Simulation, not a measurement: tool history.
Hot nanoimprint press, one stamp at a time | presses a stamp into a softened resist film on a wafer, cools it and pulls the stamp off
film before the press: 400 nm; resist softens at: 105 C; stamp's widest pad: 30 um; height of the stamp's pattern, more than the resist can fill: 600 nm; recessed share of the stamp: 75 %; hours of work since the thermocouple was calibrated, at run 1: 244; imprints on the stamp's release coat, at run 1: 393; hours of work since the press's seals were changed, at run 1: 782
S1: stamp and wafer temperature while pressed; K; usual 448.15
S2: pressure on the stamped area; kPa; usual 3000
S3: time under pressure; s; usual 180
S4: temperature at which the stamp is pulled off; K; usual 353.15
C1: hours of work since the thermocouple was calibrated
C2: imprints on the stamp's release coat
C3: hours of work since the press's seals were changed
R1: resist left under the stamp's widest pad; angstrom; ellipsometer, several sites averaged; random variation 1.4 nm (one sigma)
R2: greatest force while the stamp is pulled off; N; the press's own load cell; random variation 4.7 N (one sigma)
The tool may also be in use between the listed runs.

run 1 hour=0 | S1=448.15 S2=3000 S3=180 S4=353.15 | C1=244 C2=393 C3=782 | R1=2288 R2=254
run 2 hour=32.7 | S1=448.15 S2=3000 S3=180 S4=353.15 | C1=264 C2=501 C3=802 | R1=2321 R2=254
run 3 hour=75.9 | S1=448.15 S2=3000 S3=180 S4=353.15 | C1=291 C2=645 C3=829 | R1=2341 R2=256
run 4 hour=97.2 | S1=448.15 S2=3000 S3=180 S4=353.15 | C1=304 C2=715 C3=842 | R1=2333 R2=262
run 5 hour=123.2 | S1=448.15 S2=3000 S3=180 S4=353.15 | C1=320 C2=801 C3=859 | R1=2329 R2=277
run 6 hour=151.7 | S1=448.15 S2=3000 S3=180 S4=353.15 | C1=338 C2=896 C3=876 | R1=2344 R2=281
run 7 hour=186.9 | S1=448.15 S2=3000 S3=180 S4=353.15 | C1=360 C2=1012 C3=898 | R1=2334 R2=270
run 8 hour=215.5 | S1=438.15 S2=3000 S3=180 S4=353.15 | C1=377 C2=1107 C3=916 | R1=3048 R2=293
run 9 hour=254.5 | S1=438.15 S2=3000 S3=180 S4=353.15 | C1=402 C2=1236 C3=940 | R1=3020 R2=283
run 10 hour=277.7 | S1=443.15 S2=3000 S3=180 S4=353.15 | C1=416 C2=1313 C3=954 | R1=2710 R2=294
run 11 hour=327.2 | S1=448.15 S2=3000 S3=180 S4=341.15 | C1=447 C2=1477 C3=985 | R1=2382 R2=401
run 12 hour=377.6 | S1=448.15 S2=3000 S3=180 S4=341.15 | C1=478 C2=1645 C3=1016 | R1=2387 R2=408
run 13 hour=430 | S1=448.15 S2=3000 S3=180 S4=341.15 | C1=510 C2=1818 C3=1049 | R1=2410 R2=425
run 14 hour=459.5 | S1=448.15 S2=3000 S3=164 S4=353.15 | C1=529 C2=1916 C3=1067 | R1=2491 R2=322
-- hour=505.7 stamp cleaned and given a new release coat
run 15 hour=517.2 | S1=448.15 S2=3000 S3=164 S4=353.15 | C1=561 C2=38 C3=1099 | R1=2482 R2=248
-- hour=545 plate thermocouple calibrated
run 16 hour=571.8 | S1=451.15 S2=4440 S3=180 S4=353.15 | C1=17 C2=209 C3=1131 | R1=1763 R2=243
run 17 hour=611 | S1=451.15 S2=4440 S3=133 S4=354.15 | C1=41 C2=339 C3=1155 | R1=1978 R2=234
run 18 hour=650.6 | S1=439.15 S2=3750 S3=241 S4=354.15 | C1=65 C2=470 C3=1180 | R1=2471 R2=246
run 19 hour=699.4 | S1=448.15 S2=2660 S3=180 S4=349.15 | C1=96 C2=632 C3=1210 | R1=2419 R2=286
run 20 hour=743.3 | S1=459.15 S2=2250 S3=353 S4=353.15 | C1=123 C2=778 C3=1237 | R1=1506 R2=266
run 21 hour=779.7 | S1=440.15 S2=1860 S3=180 S4=353.15 | C1=146 C2=898 C3=1260 | R1=3229 R2=269
-- hour=802.7 press's hydraulic seals changed and the load cell set to zero
run 22 hour=835.9 | S1=442.15 S2=1920 S3=148 S4=353.15 | C1=175 C2=1058 C3=21 | R1=3160 R2=282
run 23 hour=867.5 | S1=452.15 S2=1940 S3=180 S4=353.15 | C1=195 C2=1163 C3=40 | R1=2436 R2=260
run 24 hour=920.4 | S1=452.15 S2=1940 S3=180 S4=353.15 | C1=228 C2=1338 C3=73 | R1=2424 R2=289
run 25 hour=953.3 | S1=455.15 S2=3000 S3=154 S4=352.15 | C1=248 C2=1447 C3=93 | R1=1974 R2=296
run 26 hour=994.7 | S1=457.15 S2=3260 S3=154 S4=359.15 | C1=274 C2=1584 C3=119 | R1=1821 R2=250
run 27 hour=1031.5 | S1=457.15 S2=3260 S3=154 S4=359.15 | C1=297 C2=1706 C3=142 | R1=1836 R2=256
run 28 hour=1081.3 | S1=457.15 S2=3260 S3=184 S4=359.15 | C1=327 C2=1871 C3=173 | R1=1709 R2=265
run 29 hour=1104.4 | S1=457.15 S2=3260 S3=260 S4=359.15 | C1=342 C2=1948 C3=187 | R1=1493 R2=276
-- hour=1142.6 stamp cleaned and given a new release coat
run 30 hour=1161.8 | S1=457.15 S2=3260 S3=260 S4=359.15 | C1=374 C2=64 C3=219 | R1=1510 R2=205

3 ways to go on from here, each from the tool as it stands after run 30. What would each give?
run A hour=1203.6 | S1=441.15 S2=3200 S3=260 S4=349.15 | C1=400 C2=203 C3=245 | R1=? R2=?
run B hour=1203.6 | S1=439.15 S2=3000 S3=180 S4=340.15 | C1=400 C2=203 C3=245 | R1=? R2=?
run C hour=1203.6 | S1=447.15 S2=3430 S3=260 S4=343.15 | C1=400 C2=203 C3=245 | R1=? R2=?

run=A R1=2471 R2=281
run=B R1=2981 R2=328
run=C R1=1988 R2=319
Without the tool's hidden state the same runs would have given:
run=A R1=2333 R2=261
run=B R1=2848 R2=306
run=C R1=1869 R2=297
